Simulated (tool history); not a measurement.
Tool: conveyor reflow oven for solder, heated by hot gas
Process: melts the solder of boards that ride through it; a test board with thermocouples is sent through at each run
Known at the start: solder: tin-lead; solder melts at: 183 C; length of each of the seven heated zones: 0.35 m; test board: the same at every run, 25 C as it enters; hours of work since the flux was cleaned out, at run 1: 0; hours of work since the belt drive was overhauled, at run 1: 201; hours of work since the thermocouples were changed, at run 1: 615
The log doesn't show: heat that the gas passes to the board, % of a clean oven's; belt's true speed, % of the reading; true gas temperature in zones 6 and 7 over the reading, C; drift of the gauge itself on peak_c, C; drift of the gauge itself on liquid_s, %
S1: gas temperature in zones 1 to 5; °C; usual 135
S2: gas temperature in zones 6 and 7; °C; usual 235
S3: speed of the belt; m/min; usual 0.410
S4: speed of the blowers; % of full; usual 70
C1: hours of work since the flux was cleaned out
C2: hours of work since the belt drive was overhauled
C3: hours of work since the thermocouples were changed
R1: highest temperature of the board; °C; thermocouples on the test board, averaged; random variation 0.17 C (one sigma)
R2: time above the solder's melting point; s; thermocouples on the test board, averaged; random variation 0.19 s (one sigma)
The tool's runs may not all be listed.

| run | hour | S1 | S2 | S3 | S4 | C1 | C2 | C3 | R1 | R2 |
|---|---|---|---|---|---|---|---|---|---|---|
| 1 | 0.0 | 135 | 235 | 0.410 | 70 | 0 | 201 | 615 | 219.9 | 78.0 |
| 2 | 41.9 | 123 | 235 | 0.410 | 70 | 28 | 229 | 642 | 217.0 | 70.4 |
| 3 | 74.6 | 135 | 235 | 0.410 | 70 | 49 | 251 | 664 | 219.4 | 77.6 |
| 4 | 111.7 | 144 | 235 | 0.410 | 70 | 74 | 275 | 689 | 220.8 | 83.4 |
| 5 | 156.2 | 144 | 235 | 0.410 | 70 | 103 | 305 | 718 | 220.6 | 83.4 |
| 6 | 180.7 | 144 | 235 | 0.410 | 70 | 120 | 321 | 734 | 221.2 | 82.9 |
| 7 | 206.1 | 144 | 230 | 0.410 | 70 | 137 | 338 | 751 | 216.2 | 78.9 |
| 8 | 241.1 | 124 | 235 | 0.410 | 70 | 160 | 361 | 774 | 216.9 | 70.2 |
| 9 | 289.8 | 135 | 235 | 0.417 | 70 | 192 | 393 | 807 | 217.9 | 74.8 |
| 10 | 323.4 | 135 | 235 | 0.417 | 70 | 214 | 416 | 829 | 217.8 | 74.5 |
|  | 337.2 | flux residue cleaned out of gas plates and filters |
| 11 | 368.9 | 122 | 230 | 0.366 | 84 | 21 | 442 | 856 | 219.4 | 82.9 |

Run 12 comes next. What will it give?
| 12 | 415.2 | 122 | 230 | 0.366 | 84 | 52 | 473 | 886 | ? | ? |

Run 12 gave R1 218.9 °C, R2 82.5 s.
Without the tool's hidden state the same run would have given R1 216.6 °C, R2 79.5 s.
